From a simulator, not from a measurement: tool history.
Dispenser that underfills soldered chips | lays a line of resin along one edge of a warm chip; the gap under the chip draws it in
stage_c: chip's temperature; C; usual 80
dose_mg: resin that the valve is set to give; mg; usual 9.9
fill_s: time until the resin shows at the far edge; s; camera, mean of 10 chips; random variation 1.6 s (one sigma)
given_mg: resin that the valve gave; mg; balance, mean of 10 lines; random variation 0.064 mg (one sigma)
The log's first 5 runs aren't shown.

run 6 hour=31.6 | stage_c=80 dose_mg=9.9 | fill_s=239.6 given_mg=9.68
-- hour=33.7 new syringe of resin
run 7 hour=41.9 | stage_c=80 dose_mg=9.9 | fill_s=195.6 given_mg=9.6
-- hour=50.4 new syringe of resin
run 8 hour=53.6 | stage_c=80 dose_mg=9.9 | fill_s=168.3 given_mg=9.65
run 9 hour=63.5 | stage_c=80 dose_mg=9.9 | fill_s=229.1 given_mg=9.52
-- hour=66.9 new syringe of resin
run 10 hour=74.7 | stage_c=80 dose_mg=9.9 | fill_s=193.3 given_mg=9.58
-- hour=83.7 new syringe of resin
run 11 hour=83.7 | stage_c=80 dose_mg=8.74 | fill_s=158.1 given_mg=8.33
run 12 hour=94.4 | stage_c=80 dose_mg=11.25 | fill_s=209.7 given_mg=10.78
-- hour=100.4 new syringe of resin
run 13 hour=101.8 | stage_c=80 dose_mg=11.25 | fill_s=155.1 given_mg=10.75
run 14 hour=107.4 | stage_c=80 dose_mg=11.25 | fill_s=186 given_mg=10.52
-- hour=117.2 new syringe of resin
run 15 hour=118.7 | stage_c=80 dose_mg=10.64 | fill_s=161.3 given_mg=9.93
run 16 hour=127.2 | stage_c=81 dose_mg=9.9 | fill_s=200.3 given_mg=9.21
-- hour=134 new syringe of resin
run 17 hour=137.4 | stage_c=80 dose_mg=9.9 | fill_s=168.7 given_mg=9.16
run 18 hour=142.2 | stage_c=80 dose_mg=9.9 | fill_s=193.5 given_mg=9.16
-- hour=150.8 new syringe of resin
run 19 hour=151.2 | stage_c=80 dose_mg=9.9 | fill_s=156.7 given_mg=9.18
run 20 hour=161.5 | stage_c=80 dose_mg=9.9 | fill_s=213.6 given_mg=8.96
-- hour=167.2 new syringe of resin
run 21 hour=167.9 | stage_c=83 dose_mg=11.66 | fill_s=136.9 given_mg=10.63
run 22 hour=176.7 | stage_c=69 dose_mg=11.04 | fill_s=320.7 given_mg=10.06
-- hour=183.9 new syringe of resin
run 23 hour=187.4 | stage_c=69 dose_mg=11.04 | fill_s=269.1 given_mg=10.03
run 24 hour=197.9 | stage_c=69 dose_mg=11.04 | fill_s=372.8 given_mg=9.88
-- hour=200.7 new syringe of resin
run 25 hour=208.8 | stage_c=72 dose_mg=9.05 | fill_s=279.6 given_mg=8.02
-- hour=215.8 dispensing valve cleaned and set on the balance
-- hour=218.3 new syringe of resin
run 26 hour=218.6 | stage_c=72 dose_mg=9.05 | fill_s=213.6 given_mg=9

Run 27 comes next. What will it give?
run 27 hour=227.2 | stage_c=94 dose_mg=9.25 | fill_s=? given_mg=?

fill_s: 112.3 s
given_mg: 9.15 mg
Without the tool's hidden state the same run would have given fill_s 91.3 s, given_mg 9.18 mg.
